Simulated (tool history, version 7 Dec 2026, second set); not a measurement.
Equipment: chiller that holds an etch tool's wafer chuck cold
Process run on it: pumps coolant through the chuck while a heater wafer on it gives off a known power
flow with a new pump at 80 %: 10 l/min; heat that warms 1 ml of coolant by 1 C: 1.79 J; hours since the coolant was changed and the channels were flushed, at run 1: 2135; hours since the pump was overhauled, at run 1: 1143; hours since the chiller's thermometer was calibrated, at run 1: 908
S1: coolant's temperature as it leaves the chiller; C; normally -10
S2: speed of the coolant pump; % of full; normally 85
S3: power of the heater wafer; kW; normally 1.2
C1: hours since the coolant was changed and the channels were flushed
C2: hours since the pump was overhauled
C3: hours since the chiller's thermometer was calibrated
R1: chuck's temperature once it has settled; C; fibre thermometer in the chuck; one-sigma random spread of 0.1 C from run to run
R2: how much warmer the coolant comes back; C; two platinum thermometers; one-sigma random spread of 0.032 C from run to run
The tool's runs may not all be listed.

| run | hour | S1 | S2 | S3 | C1 | C2 | C3 | R1 | R2 |
|---|---|---|---|---|---|---|---|---|---|
| 1 | 0 | -10 | 85 | 1.2 | 2135 | 1143 | 908 | 0.7 | 3.79 |
| 2 | 127.6 | -10 | 85 | 1.2 | 2263 | 1270 | 1035 | 0.8 | 3.76 |
| 3 | 277.2 | -10 | 85 | 1.2 | 2413 | 1420 | 1185 | 0.6 | 3.75 |
| 4 | 365.5 | -19 | 85 | 1.2 | 2501 | 1508 | 1273 | -8.4 | 3.73 |
| 5 | 500.4 | -19 | 85 | 1.2 | 2636 | 1643 | 1408 | -8.4 | 3.76 |
| 6 | 612.9 | -19 | 85 | 1.2 | 2748 | 1756 | 1521 | -8.4 | 3.75 |
| 7 | 693.5 | -19 | 85 | 1.2 | 2829 | 1836 | 1601 | -8.4 | 3.72 |
| 8 | 818.7 | -10 | 85 | 1.2 | 2954 | 1962 | 1726 | 0.8 | 3.78 |
| 9 | 953.1 | -10 | 85 | 1.2 | 3089 | 2096 | 1861 | 0.7 | 3.77 |
| 10 | 1091.6 | -10 | 85 | 1.2 | 3227 | 2234 | 1999 | 0.5 | 3.69 |
| 11 | 1180.2 | -10 | 85 | 1.2 | 3316 | 2323 | 2088 | 0.8 | 3.75 |
| 12 | 1263.5 | -10 | 85 | 1.2 | 3399 | 2406 | 2171 | 0.7 | 3.73 |
| 13 | 1402.3 | -10 | 62 | 1.2 | 3538 | 2545 | 2310 | 3.8 | 5.26 |
| 14 | 1497.8 | -10 | 62 | 1.2 | 3633 | 2641 | 2406 | 3.7 | 5.32 |
| 15 | 1647.9 | -10 | 62 | 1.2 | 3783 | 2791 | 2556 | 3.7 | 5.36 |
| 16 | 1726.2 | -10 | 85 | 1.2 | 3862 | 2869 | 2634 | 0.7 | 3.76 |
| 17 | 1832.7 | -1 | 73 | 0.791 | 3968 | 2975 | 2740 | 6.9 | 2.96 |
| 18 | 1973 | -1 | 73 | 0.791 | 4108 | 3116 | 2881 | 6.8 | 2.96 |
| 19 | 2077.5 | -14 | 92 | 0.791 | 4213 | 3220 | 2985 | -7.3 | 2.31 |
| 20 | 2157.3 | -12 | 85 | 1.204 | 4293 | 3300 | 3065 | -1.2 | 3.79 |
| 21 | 2237.5 | -8 | 69 | 1.364 | 4373 | 3380 | 3145 | 6.2 | 5.36 |
| 22 | 2329.1 | -8 | 69 | 1.364 | 4465 | 3472 | 3237 | 6.3 | 5.39 |
| 23 | 2476.6 | -4 | 69 | 0.629 | 4612 | 3619 | 3384 | 2.5 | 2.48 |
| 24 | 2558.8 | -9 | 89 | 0.629 | 4694 | 3702 | 3467 | -3.6 | 1.87 |
| 25 | 2676.4 | -5 | 93 | 1.506 | 4812 | 3819 | 3584 | 7.6 | 4.26 |
| 26 | 2766.7 | -5 | 92 | 0.953 | 4902 | 3910 | 3674 | 2.9 | 2.72 |
| 27 | 2886.2 | -5 | 92 | 0.953 | 5022 | 4029 | 3794 | 3.1 | 2.74 |
| 28 | 2984.6 | -5 | 92 | 0.953 | 5120 | 4127 | 3892 | 2.9 | 2.76 |
| 29 | 3095.8 | -15 | 92 | 1.072 | 5231 | 4239 | 4004 | -5.8 | 3.07 |
| 30 | 3227.7 | -11 | 62 | 0.753 | 5363 | 4371 | 4135 | -2.4 | 3.33 |
| 31 | 3370.3 | -10 | 62 | 1.17 | 5506 | 4513 | 4278 | 3.4 | 5.15 |
| 32 | 3509.9 | -10 | 62 | 1.17 | 5645 | 4653 | 4418 | 3.5 | 5.16 |

Branching from run 32: 4 alternative next runs. What would each branch give?
| A | 3582.6 | -2 | 90 | 0.892 | 5718 | 4725 | 4490 | ? | ? |
| B | 3582.6 | -10 | 67 | 1.389 | 5718 | 4725 | 4490 | ? | ? |
| C | 3582.6 | -8 | 62 | 0.661 | 5718 | 4725 | 4490 | ? | ? |
| D | 3582.6 | -10 | 85 | 1.2 | 5718 | 4725 | 4490 | ? | ? |

| run | R1 | R2 |
|---|---|---|
| A | 5.6 | 2.65 |
| B | 4.9 | 5.61 |
| C | -0.5 | 2.89 |
| D | 0.6 | 3.74 |
Stripped of hidden state, with their random variation kept, the same runs would have yielded:
| run | R1 | R2 |
|---|---|---|
| A | 5.6 | 2.65 |
| B | 4.9 | 5.6 |
| C | -0.6 | 2.89 |
| D | 0.6 | 3.74 |
